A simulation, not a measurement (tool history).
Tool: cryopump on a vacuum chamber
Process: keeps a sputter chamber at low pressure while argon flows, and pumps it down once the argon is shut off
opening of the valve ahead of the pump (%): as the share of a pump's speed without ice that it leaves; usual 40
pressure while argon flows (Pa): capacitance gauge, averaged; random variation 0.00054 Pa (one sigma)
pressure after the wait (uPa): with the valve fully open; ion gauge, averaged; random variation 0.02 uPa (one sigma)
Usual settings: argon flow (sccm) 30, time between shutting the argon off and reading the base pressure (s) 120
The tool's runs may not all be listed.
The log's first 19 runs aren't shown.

run   hour  argon flow (sccm)  time between shutting the argon off and reading the base pressure (s)  opening of the valve ahead of the pump (%)  hours of work since the pump was warmed up and emptied  hours of work since the cold head was overhauled  hours of work since the chamber's fittings were tightened  pressure while argon flows (Pa)  pressure after the wait (uPa)
 20  482.7                 22                                                                     85                                          48                                                     678                                               678                                                       1455                           0.0355                           1.08
 21  502.3                 22                                                                     85                                          48                                                     686                                               686                                                       1463                           0.0355                           1.13
 22  522.3                 22                                                                     85                                          41                                                     694                                               694                                                       1471                           0.0411                           1.08
 23  538.1                 22                                                                    143                                          41                                                     701                                               701                                                       1477                           0.0413                           1.01
 24  552.7                 22                                                                    143                                          41                                                     707                                               707                                                       1483                           0.0414                           1.02
 25  581.1                 58                                                                     30                                          55                                                     719                                               719                                                       1495                            0.084                           1.43
 26  597.6                 30                                                                     77                                          18                                                     725                                               725                                                       1502                            0.122                           1.11
 27  622.9                 25                                                                     37                                          18                                                     736                                               736                                                       1512                            0.104                           1.34
 28  639.7                 25                                                                     37                                          18                                                     743                                               743                                                       1519                           0.1037                           1.34
 29  669.9                 30                                                                     28                                          15                                                     755                                               755                                                       1531                           0.1463                           1.47
 30  695.8                 24                                                                    134                                          24                                                     766                                               766                                                       1542                           0.0751                           1.09
 31  717.5                 24                                                                    134                                          24                                                     775                                               775                                                       1551                           0.0749                            1.1
 32  739.5                 15                                                                    120                                          16                                                     784                                               784                                                       1560                           0.0695                           1.05
 33  766.6                 53                                                                    106                                          40                                                     795                                               795                                                       1571                           0.1038                           1.12
 34  785.1                 42                                                                    120                                          40                                                     802                                               802                                                       1579                           0.0813                           1.11

Forecast each of these 3 alternatives for the next run:
  A  808.7                 23                                                                    120                                          40                                                     812                                               812                                                       1589                                ?                              ?
  B  808.7                 31                                                                    102                                          23                                                     812                                               812                                                       1589                                ?                              ?
  C  808.7                 18                                                                    120                                          40                                                     812                                               812                                                       1589                                ?                              ?

run  pressure while argon flows (Pa)  pressure after the wait (uPa)
  A                           0.0454                           1.16
  B                           0.1013                           1.16
  C                           0.0364                           1.17
Without the tool's hidden state the same runs would have given:
run  pressure while argon flows (Pa)  pressure after the wait (uPa)
  A                           0.0413                           0.27
  B                           0.0956                           0.27
  C                           0.0331                            0.3
